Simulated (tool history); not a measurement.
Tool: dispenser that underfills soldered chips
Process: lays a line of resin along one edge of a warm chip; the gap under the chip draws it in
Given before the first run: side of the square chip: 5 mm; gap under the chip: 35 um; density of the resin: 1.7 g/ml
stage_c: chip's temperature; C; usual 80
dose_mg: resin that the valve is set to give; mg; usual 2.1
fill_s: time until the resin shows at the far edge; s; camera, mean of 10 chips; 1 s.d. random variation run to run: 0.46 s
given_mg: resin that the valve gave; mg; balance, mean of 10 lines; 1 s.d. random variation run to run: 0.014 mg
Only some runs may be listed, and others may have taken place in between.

run   hour  stage_c  dose_mg  fill_s  given_mg
  1      0       80      2.1    42.7      2.08
  2    5.6       80      2.1    56.1      2.05
      10.2  -- new syringe of resin
  3   12.7       80      2.1    41.2      2.05
  4   20.4       80      2.1    55.9      2.03
      24.6  -- new syringe of resin
  5   28.7       80      2.1    44.1      2.04
      38.9  -- new syringe of resin
  6   38.9       80      2.1    35.4      2.02
  7   47.4       80      2.1    51.5      2.01
      53.8  -- new syringe of resin
  8   54.3       80      2.1    36.5      2.02
  9   63.8       88      2.1      41      2.01
      68.1  -- new syringe of resin
 10   69.4       88      2.1    28.3      1.96
 11   78.6       76      2.1    65.9      1.98
      82.7  -- new syringe of resin
 12   86.6       76      2.1      50      1.99
 13   91.1       80     2.28    51.9      2.14
      97.2  -- new syringe of resin
 14   99.1       73      2.1    50.2      1.95
 15  106.8       88      2.1    42.1      1.94
 16    111       88      2.1    49.8      1.96
       112  -- new syringe of resin
 17  119.5       88      2.1    38.9      1.92
     126.2  -- new syringe of resin
 18  126.3       85      2.1    30.4      1.93
     128.7  -- dispensing valve cleaned and set on the balance
 19  132.7       70     2.17    65.4      2.19
 20  137.1       74     2.43    66.8      2.39
     141.5  -- new syringe of resin
 21  144.3       74     2.43    50.8      2.42
 22  154.1       84     2.07    53.9      2.07
     156.4  -- new syringe of resin
 23  158.5       76     2.69    44.8      2.65
 24  163.1       76     2.29    55.4      2.25
 25  168.6       81     2.29    59.5      2.24
     171.2  -- new syringe of resin
 26  174.6       92     2.55    26.7       2.5
 27  181.1       69     2.06    84.1      1.99
     185.7  -- new syringe of resin
 28  186.1       84     1.88      33      1.79
 29  195.1       77     2.05    61.5      1.98
     200.1  -- new syringe of resin
 30  204.4       86      2.1      35      2.01
 31  211.5       80     2.67      58      2.52
     214.8  -- new syringe of resin
 32  218.7       80     1.88    44.4      1.76
 33  223.6       68     2.38    82.5      2.26
 34  227.8       66     1.93   114.8       1.8
     229.6  -- new syringe of resin
 35  235.5       92     2.67    29.2      2.53

For each run, the measured value with the value that run would have given without the tool's hidden condition subtracted. The run-to-run variation is shared by both, the gauge scatter possibly not:
What the log doesn't record here: resin's viscosity, % of fresh resin's; dose that the valve gives, % of what is set; true chip temperature over the reading, C; drift of the gauge itself on fill_s, %; drift of the gauge itself on given_mg, %.
run  fill_s  given_mg
  1    +8.1     -0.02
  2   +20.6     -0.04
  3    +5.4     -0.05
  4   +21.4     -0.06
  5    +9.2     -0.06
  6    +0.5     -0.08
  7   +16.6     -0.09
  8    +1.3      -0.1
  9   +15.2     -0.11
 10    +2.3     -0.12
 11   +25.5     -0.13
 12    +9.7     -0.14
 13   +17.4     -0.15
 14    +5.8     -0.15
 15   +15.3     -0.16
 16   +23.7     -0.17
 17   +12.4     -0.18
 18    +0.8     -0.19
 19   +14.2        +0
 20   +23.6     -0.02
 21    +7.1     -0.02
 22   +23.7     -0.03
 23    +5.2     -0.05
 24   +15.5     -0.04
 25   +25.8     -0.06
 26    +4.2     -0.07
 27   +31.1     -0.06
 28    +1.9     -0.07
 29   +22.3     -0.09
 30      +7      -0.1
 31   +23.6     -0.14
 32    +8.9      -0.1
 33   +28.6     -0.14
 34   +52.9     -0.12
 35    +7.3     -0.18
